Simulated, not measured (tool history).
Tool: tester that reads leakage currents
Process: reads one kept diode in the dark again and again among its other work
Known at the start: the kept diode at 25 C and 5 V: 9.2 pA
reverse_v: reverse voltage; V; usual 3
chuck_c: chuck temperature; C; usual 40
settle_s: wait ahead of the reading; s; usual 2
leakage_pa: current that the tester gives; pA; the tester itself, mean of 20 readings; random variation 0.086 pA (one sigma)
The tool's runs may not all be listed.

| run | hour | reverse_v | chuck_c | settle_s | leakage_pa |
|---|---|---|---|---|---|
| 1 | 0 | 3 | 40 | 2 | 25.24 |
| 2 | 74 | 3 | 40 | 2 | 25.16 |
| 3 | 161.7 | 3 | 40 | 2 | 25.2 |
| 4 | 287.9 | 3 | 40 | 2 | 25.31 |
| 5 | 362.7 | 3 | 40 | 2 | 25.19 |
| 6 | 495.7 | 3 | 40 | 2 | 25.22 |
| 7 | 587.6 | 2.72 | 40 | 2 | 24.13 |
| 8 | 716.2 | 2.22 | 40 | 2 | 22.07 |
|  | 785.5 | chuck's temperature calibrated |
| 9 | 803.6 | 2.22 | 40 | 2 | 21.61 |
| 10 | 905.7 | 2.22 | 40 | 2 | 21.6 |
| 11 | 1000.1 | 2.22 | 40 | 2 | 21.66 |
| 12 | 1081 | 7.38 | 40 | 2 | 39.37 |
| 13 | 1151.7 | 3 | 40 | 2 | 24.95 |
|  | 1175.5 | probe card cleaned and baked |
| 14 | 1252.2 | 3 | 40 | 2 | 21.31 |
| 15 | 1345.4 | 3 | 40 | 2 | 21.21 |
|  | 1439.3 | chuck's temperature calibrated, once more |
| 16 | 1455.6 | 3 | 40 | 2 | 23.94 |
| 17 | 1539.6 | 1.58 | 22 | 0.87 | 5.02 |
| 18 | 1626.9 | 1.58 | 22 | 0.87 | 5.1 |
| 19 | 1704.1 | 1.58 | 22 | 0.87 | 5.11 |
| 20 | 1794.7 | 11.93 | 25 | 0.31 | 18.77 |
| 21 | 1896.5 | 16.91 | 56 | 0.62 | 139.43 |
| 22 | 1960.3 | 3 | 40 | 3.95 | 23.91 |
| 23 | 2035 | 3 | 40 | 5.79 | 23.86 |
| 24 | 2116.2 | 3 | 40 | 5.79 | 23.93 |
| 25 | 2253.9 | 1.31 | 50 | 1.51 | 33.24 |
| 26 | 2324.4 | 1.31 | 50 | 1.51 | 33.44 |
| 27 | 2445.2 | 1.59 | 48 | 1.51 | 31.58 |
| 28 | 2503.6 | 1.59 | 48 | 1.51 | 31.55 |
| 29 | 2593 | 1.59 | 48 | 1.51 | 31.45 |

Forecast each of these 5 alternatives for the next run:
| A | 2719.1 | 9.67 | 22 | 9.31 | ? |
| B | 2719.1 | 3 | 51 | 0.67 | ? |
| C | 2719.1 | 1.59 | 30 | 0.72 | ? |
| D | 2719.1 | 8.06 | 20 | 3.61 | ? |
| E | 2719.1 | 3 | 46 | 2 | ? |

| run | leakage_pa |
|---|---|
| A | 14.16 |
| B | 49.71 |
| C | 9.28 |
| D | 11.51 |
| E | 35.79 |
Without the tool's hidden state the same runs would have given:
| run | leakage_pa |
|---|---|
| A | 9.63 |
| B | 49.56 |
| C | 8.76 |
| D | 7.73 |
| E | 35.29 |

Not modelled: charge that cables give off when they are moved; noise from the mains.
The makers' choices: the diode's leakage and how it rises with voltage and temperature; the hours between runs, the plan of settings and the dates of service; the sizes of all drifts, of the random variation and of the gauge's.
